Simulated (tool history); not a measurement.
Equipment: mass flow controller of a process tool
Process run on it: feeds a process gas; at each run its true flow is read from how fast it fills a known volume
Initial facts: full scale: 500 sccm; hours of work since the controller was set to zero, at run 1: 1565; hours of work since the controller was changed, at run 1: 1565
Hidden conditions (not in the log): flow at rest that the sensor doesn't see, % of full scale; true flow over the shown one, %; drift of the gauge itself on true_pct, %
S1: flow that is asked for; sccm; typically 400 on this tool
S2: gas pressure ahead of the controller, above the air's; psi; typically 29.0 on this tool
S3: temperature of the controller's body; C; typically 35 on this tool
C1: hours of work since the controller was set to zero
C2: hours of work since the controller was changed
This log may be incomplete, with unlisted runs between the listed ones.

run 1 day=0.000 | S1=400 S2=29.0 S3=35 | C1=1565 C2=1565 | true_flow_(%)=98.82
run 2 day=15.371 | S1=400 S2=29.0 S3=35 | C1=1843 C2=1843 | true_flow_(%)=98.65
run 3 day=29.912 | S1=400 S2=29.0 S3=35 | C1=2107 C2=2107 | true_flow_(%)=98.81
run 4 day=41.925 | S1=400 S2=21.5 S3=35 | C1=2324 C2=2324 | true_flow_(%)=98.53
run 5 day=55.654 | S1=400 S2=21.5 S3=35 | C1=2573 C2=2573 | true_flow_(%)=98.69
run 6 day=64.312 | S1=400 S2=21.5 S3=35 | C1=2730 C2=2730 | true_flow_(%)=98.75
run 7 day=77.871 | S1=400 S2=39.9 S3=35 | C1=2976 C2=2976 | true_flow_(%)=99.20
run 8 day=86.588 | S1=400 S2=29.0 S3=39 | C1=3133 C2=3133 | true_flow_(%)=98.63
run 9 day=98.529 | S1=400 S2=29.0 S3=35 | C1=3350 C2=3350 | true_flow_(%)=99.03
run 10 day=112.988 | S1=318 S2=29.0 S3=35 | C1=3612 C2=3612 | true_flow_(%)=98.64
run 11 day=122.979 | S1=235 S2=29.0 S3=35 | C1=3793 C2=3793 | true_flow_(%)=98.14
run 12 day=135.225 | S1=235 S2=29.0 S3=35 | C1=4014 C2=4014 | true_flow_(%)=98.22
run 13 day=142.133 | S1=235 S2=29.0 S3=35 | C1=4140 C2=4140 | true_flow_(%)=98.19
run 14 day=149.979 | S1=235 S2=29.0 S3=35 | C1=4282 C2=4282 | true_flow_(%)=98.28
run 15 day=159.296 | S1=235 S2=29.0 S3=35 | C1=4451 C2=4451 | true_flow_(%)=98.25
run 16 day=174.925 | S1=116 S2=23.1 S3=25 | C1=4734 C2=4734 | true_flow_(%)=98.37
run 17 day=190.696 | S1=127 S2=22.0 S3=34 | C1=5019 C2=5019 | true_flow_(%)=97.82
run 18 day=198.454 | S1=127 S2=22.0 S3=34 | C1=5160 C2=5160 | true_flow_(%)=97.80
run 19 day=207.667 | S1=81 S2=32.3 S3=34 | C1=5327 C2=5327 | true_flow_(%)=97.75
run 20 day=219.817 | S1=435 S2=32.3 S3=34 | C1=5547 C2=5547 | true_flow_(%)=99.51
run 21 day=233.712 | S1=176 S2=23.9 S3=23 | C1=5799 C2=5799 | true_flow_(%)=99.05
run 22 day=244.071 | S1=176 S2=23.9 S3=24 | C1=5986 C2=5986 | true_flow_(%)=98.82
-- day=249.412 controller's zero set anew
run 23 day=258.258 | S1=119 S2=22.2 S3=25 | C1=160 C2=6243 | true_flow_(%)=98.51

Hidden state at the last listed run before each entry between runs and at the first one after, where it differs:
In the gap between runs 22 and 23: controller's zero set anew (day 249.412)
  flow at rest that the sensor doesn't see, % of full scale: 0.004 -> 0; drift of the gauge itself on true_pct, %: 0.57 -> 0.6
  what was measured, less what the result would be without the hidden state, true flow (%): +0.56 -> +0.58
